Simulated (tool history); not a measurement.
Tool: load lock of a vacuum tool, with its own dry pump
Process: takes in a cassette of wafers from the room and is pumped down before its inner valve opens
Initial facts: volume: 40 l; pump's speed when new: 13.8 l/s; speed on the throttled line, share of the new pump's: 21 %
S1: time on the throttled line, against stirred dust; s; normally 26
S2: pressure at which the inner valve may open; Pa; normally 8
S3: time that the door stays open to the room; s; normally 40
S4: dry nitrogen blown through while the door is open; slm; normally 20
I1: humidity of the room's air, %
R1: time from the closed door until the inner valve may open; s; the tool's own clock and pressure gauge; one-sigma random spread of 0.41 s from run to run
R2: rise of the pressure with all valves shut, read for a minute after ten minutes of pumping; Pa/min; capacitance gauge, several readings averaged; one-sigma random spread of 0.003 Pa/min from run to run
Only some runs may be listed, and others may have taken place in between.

run 1 hour=0.0 | S1=26 S2=8 S3=40 S4=20 | I1=43.8 | R1=48.6 R2=0.013
run 2 hour=156.9 | S1=26 S2=8 S3=40 S4=20 | I1=41.7 | R1=48.2 R2=0.017
run 3 hour=312.1 | S1=26 S2=8 S3=40 S4=20 | I1=46.1 | R1=48.5 R2=0.017
run 4 hour=580.0 | S1=26 S2=8 S3=40 S4=20 | I1=42.1 | R1=48.3 R2=0.014
run 5 hour=907.0 | S1=26 S2=8 S3=40 S4=20 | I1=43.7 | R1=48.3 R2=0.016
run 6 hour=1103.3 | S1=26 S2=8 S3=40 S4=20 | I1=45.0 | R1=47.8 R2=0.013
run 7 hour=1373.7 | S1=26 S2=8 S3=40 S4=20 | I1=40.0 | R1=49.0 R2=0.016
run 8 hour=1539.2 | S1=26 S2=8 S3=40 S4=7 | I1=45.3 | R1=47.9 R2=0.030
run 9 hour=1709.1 | S1=26 S2=8 S3=40 S4=7 | I1=44.1 | R1=47.7 R2=0.028
run 10 hour=1882.6 | S1=32 S2=8 S3=40 S4=41 | I1=43.3 | R1=52.4 R2=0.012
run 11 hour=2091.1 | S1=16 S2=6 S3=40 S4=22 | I1=43.2 | R1=41.2 R2=0.015

5 ways to go on from here, each from the tool as it stands after run 11. What would each give?
run A hour=2317.4 | S1=26 S2=8 S3=40 S4=20 | I1=43.4 | R1=? R2=?
run B hour=2317.4 | S1=16 S2=10 S3=40 S4=33 | I1=40.7 | R1=? R2=?
run C hour=2317.4 | S1=26 S2=8 S3=40 S4=13 | I1=44.1 | R1=? R2=?
run D hour=2317.4 | S1=28 S2=6 S3=40 S4=33 | I1=45.3 | R1=? R2=?
run E hour=2317.4 | S1=26 S2=9 S3=40 S4=27 | I1=44.3 | R1=? R2=?

run=A R1=47.7 R2=0.016
run=B R1=39.5 R2=0.013
run=C R1=48.0 R2=0.023
run=D R1=50.3 R2=0.010
run=E R1=46.6 R2=0.016
What these runs would have given with no unlogged condition in the tool:
run=A R1=47.6 R2=0.015
run=B R1=39.5 R2=0.012
run=C R1=48.0 R2=0.022
run=D R1=50.3 R2=0.010
run=E R1=46.6 R2=0.016
